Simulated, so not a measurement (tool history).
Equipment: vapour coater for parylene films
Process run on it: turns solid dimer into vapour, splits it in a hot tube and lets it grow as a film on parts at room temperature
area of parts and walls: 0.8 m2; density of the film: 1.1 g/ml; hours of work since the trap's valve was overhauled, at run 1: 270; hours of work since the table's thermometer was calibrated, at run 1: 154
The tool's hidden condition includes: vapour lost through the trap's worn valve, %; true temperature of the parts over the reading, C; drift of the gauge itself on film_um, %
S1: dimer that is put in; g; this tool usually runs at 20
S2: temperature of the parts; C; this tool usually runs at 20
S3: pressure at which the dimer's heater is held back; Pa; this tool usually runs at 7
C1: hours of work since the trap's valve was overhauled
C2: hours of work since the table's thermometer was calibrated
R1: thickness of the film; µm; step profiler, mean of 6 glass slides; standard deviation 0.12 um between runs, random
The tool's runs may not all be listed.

run 1 day=0 | S1=20 S2=20 S3=7 | C1=270 C2=154 | R1=14.14
run 2 day=0.375 | S1=20 S2=22 S3=7 | C1=274 C2=159 | R1=13.87
run 3 day=1.117 | S1=20 S2=20 S3=8.32 | C1=283 C2=168 | R1=13.97
run 4 day=1.8 | S1=20 S2=20 S3=8.32 | C1=292 C2=176 | R1=14.06
run 5 day=2.192 | S1=20 S2=29 S3=8.32 | C1=297 C2=181 | R1=12.01
run 6 day=2.712 | S1=20 S2=20 S3=7 | C1=303 C2=187 | R1=14.3
run 7 day=3.083 | S1=20 S2=20 S3=7 | C1=308 C2=192 | R1=14.21
run 8 day=3.75 | S1=20 S2=20 S3=7.72 | C1=316 C2=200 | R1=13.84
run 9 day=4.4 | S1=20 S2=20 S3=7.89 | C1=324 C2=208 | R1=14.09
run 10 day=4.912 | S1=20 S2=20 S3=7.89 | C1=330 C2=214 | R1=13.84
run 11 day=5.629 | S1=20 S2=20 S3=7 | C1=339 C2=223 | R1=14.27
run 12 day=6.2 | S1=20 S2=20 S3=4.94 | C1=346 C2=230 | R1=14.77
run 13 day=6.525 | S1=20 S2=20 S3=7 | C1=350 C2=234 | R1=14.34
run 14 day=6.929 | S1=20 S2=20 S3=7 | C1=355 C2=239 | R1=14.03
run 15 day=7.429 | S1=20 S2=20 S3=7 | C1=361 C2=245 | R1=14.03
run 16 day=8.142 | S1=20 S2=20 S3=7 | C1=370 C2=254 | R1=13.99
run 17 day=8.85 | S1=20 S2=20 S3=7 | C1=378 C2=263 | R1=13.91
run 18 day=9.329 | S1=20 S2=20 S3=10.76 | C1=384 C2=269 | R1=13.25
run 19 day=9.933 | S1=20 S2=20 S3=10.76 | C1=392 C2=276 | R1=13.24
run 20 day=10.4 | S1=20 S2=20 S3=10.76 | C1=397 C2=282 | R1=13.24
run 21 day=11.038 | S1=13 S2=16 S3=7.13 | C1=405 C2=290 | R1=9.57
run 22 day=11.425 | S1=26 S2=16 S3=3.71 | C1=410 C2=294 | R1=21.51
run 23 day=11.796 | S1=20 S2=16 S3=2.63 | C1=414 C2=299 | R1=17.28
run 24 day=12.279 | S1=20 S2=16 S3=2.63 | C1=420 C2=305 | R1=17.28
run 25 day=12.708 | S1=11 S2=16 S3=7.75 | C1=426 C2=310 | R1=8.09
run 26 day=13.404 | S1=13 S2=20 S3=7 | C1=434 C2=319 | R1=8.97
run 27 day=13.775 | S1=13 S2=20 S3=7 | C1=439 C2=323 | R1=9.06
run 28 day=14.379 | S1=13 S2=20 S3=7 | C1=446 C2=331 | R1=9.07
run 29 day=15.054 | S1=13 S2=20 S3=7 | C1=454 C2=339 | R1=9.05
run 30 day=15.367 | S1=13 S2=20 S3=7 | C1=458 C2=343 | R1=8.98
run 31 day=15.846 | S1=14 S2=20 S3=4.67 | C1=464 C2=348 | R1=10.43
run 32 day=16.25 | S1=14 S2=20 S3=4.67 | C1=469 C2=353 | R1=10.2
run 33 day=16.629 | S1=14 S2=20 S3=4.67 | C1=474 C2=358 | R1=10.45
run 34 day=17.388 | S1=25 S2=27 S3=3.83 | C1=483 C2=367 | R1=17.15
run 35 day=17.967 | S1=8 S2=27 S3=9.05 | C1=490 C2=375 | R1=4.75
run 36 day=18.362 | S1=8 S2=26 S3=9.05 | C1=495 C2=379 | R1=4.84
run 37 day=18.912 | S1=8 S2=20 S3=9.05 | C1=502 C2=386 | R1=5.29
run 38 day=19.479 | S1=10 S2=15 S3=7 | C1=509 C2=393 | R1=7.46
run 39 day=20.046 | S1=20 S2=24 S3=7 | C1=516 C2=400 | R1=13.05

Each row is a separate what-if for the run after 39, all from the same tool condition, not one after another. Results?
run A day=20.625 | S1=19 S2=24 S3=9.01 | C1=523 C2=407 | R1=?
run B day=20.625 | S1=19 S2=14 S3=10.42 | C1=523 C2=407 | R1=?
run C day=20.625 | S1=20 S2=28 S3=3.91 | C1=523 C2=407 | R1=?

run=A R1=11.67
run=B R1=13.65
run=C R1=13.44
Without the tool's hidden state the same runs would have given:
run=A R1=12.68
run=B R1=14.82
run=C R1=14.6
